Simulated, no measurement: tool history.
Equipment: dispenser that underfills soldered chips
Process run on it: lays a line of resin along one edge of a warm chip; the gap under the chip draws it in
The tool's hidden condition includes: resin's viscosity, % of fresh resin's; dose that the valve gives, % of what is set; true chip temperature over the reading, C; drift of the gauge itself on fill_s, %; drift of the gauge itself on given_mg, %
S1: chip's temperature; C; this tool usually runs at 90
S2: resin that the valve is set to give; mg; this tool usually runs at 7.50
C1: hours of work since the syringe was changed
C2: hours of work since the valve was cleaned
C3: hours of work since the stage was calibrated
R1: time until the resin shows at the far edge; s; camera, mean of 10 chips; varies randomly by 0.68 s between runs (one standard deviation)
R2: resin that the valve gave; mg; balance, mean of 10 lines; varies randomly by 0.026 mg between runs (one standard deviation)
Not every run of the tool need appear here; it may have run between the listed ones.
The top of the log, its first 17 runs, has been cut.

At hour 76.8: new syringe of resin.
Run 18, hour 80.4: usual settings; C1 3; C2 21; C3 168. Result: R1 68.8 s, R2 7.45 mg.
At hour 85.3: new syringe of resin.
Run 19, hour 86.1: usual settings but S2 6.90 mg; C1 1; C2 25; C3 172. Result: R1 64.3 s, R2 6.83 mg.
Run 20, hour 90.8: usual settings but S1 85 C, S2 6.92 mg; C1 4; C2 29; C3 176. Result: R1 95.7 s, R2 6.86 mg.
At hour 93.6: new syringe of resin.
Run 21, hour 96.0: usual settings but S1 78 C, S2 6.81 mg; C1 2; C2 33; C3 180. Result: R1 113.5 s, R2 6.75 mg.
Run 22, hour 99.5: usual settings but S1 78 C, S2 6.81 mg; C1 5; C2 35; C3 182. Result: R1 128.6 s, R2 6.73 mg.
At hour 102.1: new syringe of resin.
Run 23, hour 103.0: usual settings but S1 91 C, S2 7.18 mg; C1 1; C2 38; C3 185. Result: R1 60.4 s, R2 7.05 mg.
Run 24, hour 107.2: usual settings but S1 76 C, S2 7.77 mg; C1 4; C2 41; C3 188. Result: R1 130.9 s, R2 7.67 mg.
Run 25, hour 109.9: usual settings but S1 93 C, S2 7.37 mg; C1 6; C2 43; C3 190. Result: R1 72.8 s, R2 7.29 mg.
At hour 110.4: new syringe of resin.
Run 26, hour 114.0: usual settings but S1 86 C, S2 9.59 mg; C1 3; C2 46; C3 193. Result: R1 77.4 s, R2 9.40 mg.
At hour 119.0: new syringe of resin.
Run 27, hour 120.2: usual settings but S1 95 C, S2 8.78 mg; C1 1; C2 51; C3 197. Result: R1 49.1 s, R2 8.66 mg.
Run 28, hour 123.9: usual settings but S1 87 C, S2 7.23 mg; C1 4; C2 54; C3 200. Result: R1 82.5 s, R2 7.13 mg.
At hour 127.6: new syringe of resin.
Run 29, hour 130.2: usual settings but S1 93 C, S2 6.65 mg; C1 2; C2 58; C3 205. Result: R1 61.0 s, R2 6.52 mg.
Run 30, hour 133.1: usual settings but S1 76 C, S2 6.65 mg; C1 4; C2 60; C3 207. Result: R1 142.5 s, R2 6.50 mg.
At hour 136.1: new syringe of resin.
Run 31, hour 136.4: usual settings but S1 91 C, S2 7.75 mg; C1 0; C2 63; C3 209. Result: R1 56.0 s, R2 7.60 mg.
Run 32, hour 139.9: usual settings but S1 91 C, S2 7.75 mg; C1 3; C2 65; C3 212. Result: R1 66.0 s, R2 7.56 mg.
Run 33, hour 143.9: usual settings but S1 91 C, S2 7.75 mg; C1 6; C2 68; C3 215. Result: R1 75.6 s, R2 7.55 mg.
At hour 144.5: new syringe of resin.
Run 34, hour 148.6: usual settings but S1 93 C; C1 3; C2 72; C3 219. Result: R1 61.6 s, R2 7.33 mg.
At hour 153.0: new syringe of resin.
Run 35, hour 154.3: usual settings but S1 100 C, S2 7.15 mg; C1 1; C2 76; C3 223. Result: R1 43.2 s, R2 6.94 mg.
At hour 157.9: dispensing valve cleaned and set on the balance.
Run 36, hour 161.1: usual settings but S1 97 C, S2 6.85 mg; C1 5; C2 2; C3 227. Result: R1 61.8 s, R2 6.81 mg.

Forecast each of these 4 alternatives for the next run:
At hour 162.6: new syringe of resin.
Run A, hour 166.9: usual settings but S1 102 C, S2 9.18 mg; C1 3; C2 7; C3 231. Result: R1 ?, R2 ?.
At hour 162.6: new syringe of resin.
Run B, hour 166.9: usual settings but S1 92 C, S2 6.85 mg; C1 3; C2 7; C3 231. Result: R1 ?, R2 ?.
At hour 162.6: new syringe of resin.
Run C, hour 166.9: usual settings but S1 97 C, S2 7.63 mg; C1 3; C2 7; C3 231. Result: R1 ?, R2 ?.
At hour 162.6: new syringe of resin.
Run D, hour 166.9: usual settings but S1 99 C; C1 3; C2 7; C3 231. Result: R1 ?, R2 ?.

run    R1    R2
  A  42.7  9.13
  B  65.4  6.85
  C  51.8  7.57
  D  47.8  7.46
The same runs, with their run-to-run variation unchanged, on a tool lacking any hidden condition would have given:
run    R1    R2
  A  37.7  9.18
  B  57.8  6.89
  C  45.7  7.61
  D  42.1  7.50
